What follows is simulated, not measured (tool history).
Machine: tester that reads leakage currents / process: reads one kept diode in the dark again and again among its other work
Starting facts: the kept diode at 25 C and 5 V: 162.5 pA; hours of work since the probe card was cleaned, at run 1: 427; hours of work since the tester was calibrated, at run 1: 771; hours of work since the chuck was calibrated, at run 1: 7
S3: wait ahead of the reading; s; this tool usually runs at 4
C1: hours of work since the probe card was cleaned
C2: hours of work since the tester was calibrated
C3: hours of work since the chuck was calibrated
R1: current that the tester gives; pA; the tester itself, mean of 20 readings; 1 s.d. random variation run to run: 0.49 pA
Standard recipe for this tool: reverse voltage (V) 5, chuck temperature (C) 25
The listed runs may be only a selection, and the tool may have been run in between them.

run 1 hour=0 | reverse_voltage_(V)=5 chuck_temperature_(C)=25 S3=4 | C1=427 C2=771 C3=7 | R1=166.01
run 2 hour=59.9 | reverse_voltage_(V)=5 chuck_temperature_(C)=25 S3=4 | C1=468 C2=813 C3=48 | R1=165.2
run 3 hour=112.2 | reverse_voltage_(V)=5 chuck_temperature_(C)=25 S3=4 | C1=505 C2=849 C3=85 | R1=165.42
run 4 hour=183.3 | reverse_voltage_(V)=5 chuck_temperature_(C)=25 S3=4 | C1=554 C2=898 C3=134 | R1=163.63
run 5 hour=236.1 | reverse_voltage_(V)=5 chuck_temperature_(C)=25 S3=4 | C1=591 C2=935 C3=171 | R1=164.26
run 6 hour=308.7 | reverse_voltage_(V)=1.39 chuck_temperature_(C)=25 S3=4 | C1=641 C2=986 C3=221 | R1=100.58
run 7 hour=421.1 | reverse_voltage_(V)=1.39 chuck_temperature_(C)=41 S3=4 | C1=719 C2=1064 C3=300 | R1=392.32
run 8 hour=503 | reverse_voltage_(V)=1.39 chuck_temperature_(C)=41 S3=4 | C1=776 C2=1121 C3=357 | R1=389.61
run 9 hour=573.2 | reverse_voltage_(V)=1.39 chuck_temperature_(C)=41 S3=4 | C1=825 C2=1170 C3=405 | R1=385.99
run 10 hour=662.6 | reverse_voltage_(V)=1.39 chuck_temperature_(C)=41 S3=4 | C1=887 C2=1232 C3=467 | R1=384.35
run 11 hour=741.5 | reverse_voltage_(V)=1.39 chuck_temperature_(C)=41 S3=4 | C1=942 C2=1287 C3=522 | R1=383.7
run 12 hour=819.8 | reverse_voltage_(V)=1.39 chuck_temperature_(C)=41 S3=4 | C1=997 C2=1341 C3=577 | R1=380.15
run 13 hour=891.2 | reverse_voltage_(V)=1.39 chuck_temperature_(C)=41 S3=4 | C1=1046 C2=1391 C3=626 | R1=377.18
-- hour=904.9 tester calibrated
run 14 hour=993.3 | reverse_voltage_(V)=5 chuck_temperature_(C)=25 S3=1.04 | C1=1116 C2=61 C3=696 | R1=158.34
-- hour=1024.6 probe card cleaned and baked
run 15 hour=1069.2 | reverse_voltage_(V)=5 chuck_temperature_(C)=25 S3=1.04 | C1=31 C2=112 C3=747 | R1=144.44
run 16 hour=1174.4 | reverse_voltage_(V)=5 chuck_temperature_(C)=25 S3=1.04 | C1=104 C2=185 C3=820 | R1=144.07
run 17 hour=1297.2 | reverse_voltage_(V)=5 chuck_temperature_(C)=48 S3=4 | C1=190 C2=271 C3=905 | R1=998.35
run 18 hour=1393.7 | reverse_voltage_(V)=5 chuck_temperature_(C)=48 S3=4 | C1=257 C2=338 C3=972 | R1=990.11
-- hour=1434.2 chuck's temperature calibrated
run 19 hour=1450.1 | reverse_voltage_(V)=5 chuck_temperature_(C)=48 S3=4 | C1=294 C2=376 C3=11 | R1=1113.3
-- hour=1503.5 tester calibrated, once more
run 20 hour=1564.5 | reverse_voltage_(V)=5 chuck_temperature_(C)=25 S3=4 | C1=373 C2=42 C3=89 | R1=164.59
run 21 hour=1648.9 | reverse_voltage_(V)=5 chuck_temperature_(C)=35 S3=4 | C1=431 C2=101 C3=148 | R1=385.62
run 22 hour=1719.1 | reverse_voltage_(V)=5 chuck_temperature_(C)=35 S3=4 | C1=480 C2=150 C3=197 | R1=385.03
run 23 hour=1787.4 | reverse_voltage_(V)=12.68 chuck_temperature_(C)=48 S3=0.32 | C1=528 C2=197 C3=244 | R1=1540.77
run 24 hour=1898.2 | reverse_voltage_(V)=1.03 chuck_temperature_(C)=25 S3=0.32 | C1=605 C2=274 C3=321 | R1=89.81
run 25 hour=1994.8 | reverse_voltage_(V)=1.03 chuck_temperature_(C)=25 S3=0.32 | C1=672 C2=342 C3=388 | R1=88.9
run 26 hour=2049.9 | reverse_voltage_(V)=1.03 chuck_temperature_(C)=25 S3=0.32 | C1=710 C2=380 C3=427 | R1=88.49
run 27 hour=2152.3 | reverse_voltage_(V)=5.74 chuck_temperature_(C)=57 S3=2.8 | C1=781 C2=451 C3=498 | R1=2219.27
run 28 hour=2229.7 | reverse_voltage_(V)=5.74 chuck_temperature_(C)=52 S3=2.8 | C1=835 C2=505 C3=552 | R1=1521.73
run 29 hour=2317.9 | reverse_voltage_(V)=5.32 chuck_temperature_(C)=25 S3=4 | C1=896 C2=566 C3=613 | R1=162.82
run 30 hour=2403.5 | reverse_voltage_(V)=5 chuck_temperature_(C)=37 S3=4 | C1=956 C2=626 C3=673 | R1=435.37
run 31 hour=2519.8 | reverse_voltage_(V)=12.94 chuck_temperature_(C)=24 S3=3.01 | C1=1037 C2=707 C3=753 | R1=218.18
run 32 hour=2620.2 | reverse_voltage_(V)=12.94 chuck_temperature_(C)=24 S3=3.01 | C1=1107 C2=776 C3=823 | R1=219.49
-- hour=2666 probe card cleaned and baked
run 33 hour=2716.2 | reverse_voltage_(V)=12.94 chuck_temperature_(C)=29 S3=1.61 | C1=35 C2=841 C3=888 | R1=287.42
run 34 hour=2827.2 | reverse_voltage_(V)=5 chuck_temperature_(C)=46 S3=1.74 | C1=112 C2=918 C3=965 | R1=855.19
-- hour=2880.4 chuck's temperature calibrated
run 35 hour=2948.5 | reverse_voltage_(V)=4.05 chuck_temperature_(C)=25 S3=0.43 | C1=195 C2=1001 C3=47 | R1=153.61
run 36 hour=3042.1 | reverse_voltage_(V)=5 chuck_temperature_(C)=45 S3=0.51 | C1=260 C2=1066 C3=112 | R1=887.84
run 37 hour=3140 | reverse_voltage_(V)=1.58 chuck_temperature_(C)=32 S3=0.69 | C1=328 C2=1134 C3=180 | R1=197.98
run 38 hour=3219.2 | reverse_voltage_(V)=3.21 chuck_temperature_(C)=51 S3=4.47 | C1=383 C2=1189 C3=236 | R1=1192.3
run 39 hour=3317.3 | reverse_voltage_(V)=1.02 chuck_temperature_(C)=36 S3=4 | C1=452 C2=1258 C3=304 | R1=233.22
run 40 hour=3396.7 | reverse_voltage_(V)=14.35 chuck_temperature_(C)=34 S3=4 | C1=507 C2=1313 C3=359 | R1=520.91

Consider 3 possible next runs. They are alternatives, not a sequence: every one starts from the tool as it was left by run 40. What does each give?
run A hour=3481.3 | reverse_voltage_(V)=14.35 chuck_temperature_(C)=32 S3=4 | C1=565 C2=1372 C3=418 | R1=?
run B hour=3481.3 | reverse_voltage_(V)=5 chuck_temperature_(C)=25 S3=2.95 | C1=565 C2=1372 C3=418 | R1=?
run C hour=3481.3 | reverse_voltage_(V)=14.35 chuck_temperature_(C)=46 S3=0.31 | C1=565 C2=1372 C3=418 | R1=?

run=A R1=438.44
run=B R1=161.6
run=C R1=1365.58
What these runs would have given with no unlogged condition in the tool:
run=A R1=441.42
run=B R1=163.43
run=C R1=1412.57

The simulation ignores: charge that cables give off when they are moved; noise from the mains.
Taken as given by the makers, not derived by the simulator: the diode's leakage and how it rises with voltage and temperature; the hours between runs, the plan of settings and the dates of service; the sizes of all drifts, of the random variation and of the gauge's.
